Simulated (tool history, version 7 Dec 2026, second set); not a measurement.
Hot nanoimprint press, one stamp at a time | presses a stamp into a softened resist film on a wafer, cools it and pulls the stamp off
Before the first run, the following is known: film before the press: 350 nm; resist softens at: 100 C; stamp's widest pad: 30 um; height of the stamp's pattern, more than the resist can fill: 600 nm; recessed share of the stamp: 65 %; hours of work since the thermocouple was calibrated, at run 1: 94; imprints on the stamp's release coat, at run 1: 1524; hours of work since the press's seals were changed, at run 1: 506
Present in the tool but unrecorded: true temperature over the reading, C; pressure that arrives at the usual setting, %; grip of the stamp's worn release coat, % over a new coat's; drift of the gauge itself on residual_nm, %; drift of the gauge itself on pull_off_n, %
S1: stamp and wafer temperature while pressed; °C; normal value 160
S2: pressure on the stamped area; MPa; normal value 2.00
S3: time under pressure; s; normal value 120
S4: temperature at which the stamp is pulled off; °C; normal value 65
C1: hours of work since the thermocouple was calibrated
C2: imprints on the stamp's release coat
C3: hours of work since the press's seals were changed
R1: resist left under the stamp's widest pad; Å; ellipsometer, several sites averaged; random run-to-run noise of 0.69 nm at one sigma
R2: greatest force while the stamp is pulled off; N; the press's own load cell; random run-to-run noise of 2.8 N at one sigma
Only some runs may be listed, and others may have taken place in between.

run,hour,S1,S2,S3,S4,C1,C2,C3,R1,R2
1,0.0,160,2.00,120,65,94,1524,506,1344,136
2,28.8,160,2.00,120,65,110,1643,522,1334,134
3,45.3,160,2.00,120,65,120,1711,531,1338,130
4,66.4,160,2.00,120,65,131,1799,543,1338,138
5,91.4,160,2.00,120,65,146,1903,557,1328,131
6,112.6,160,2.00,120,65,158,1990,569,1341,136
# hour 123.0: stamp cleaned and given a new release coat
7,146.2,160,2.00,120,65,173,97,585,1334,132
8,166.0,160,2.00,120,65,184,179,596,1342,133
9,197.3,153,2.00,120,65,202,308,614,1918,128
10,224.1,153,2.00,120,65,217,419,629,1920,131
11,241.6,153,1.61,78,65,227,492,639,2377,133
12,261.0,168,1.81,64,65,238,572,650,1212,134
13,287.4,160,1.96,117,65,253,681,665,1365,134
14,312.3,159,2.00,120,65,267,784,679,1418,133
15,327.8,159,1.54,120,65,276,848,687,1599,134

Below are 5 alternative next runs, each starting from the tool's condition after run 15. Predict each:
A,347.9,163,1.54,165,68,287,932,699,?,?
B,347.9,150,2.00,219,65,287,932,699,?,?
C,347.9,161,2.97,61,65,287,932,699,?,?
D,347.9,159,1.40,120,65,287,932,699,?,?
E,347.9,161,2.00,120,60,287,932,699,?,?

run,R1,R2
A,1151,133
B,1856,135
C,1351,133
D,1663,139
E,1266,139
Take away the tool's hidden state, keep each run's random variation, and the runs would have read:
run,R1,R2
A,1152,132
B,1858,135
C,1352,133
D,1664,139
E,1267,139

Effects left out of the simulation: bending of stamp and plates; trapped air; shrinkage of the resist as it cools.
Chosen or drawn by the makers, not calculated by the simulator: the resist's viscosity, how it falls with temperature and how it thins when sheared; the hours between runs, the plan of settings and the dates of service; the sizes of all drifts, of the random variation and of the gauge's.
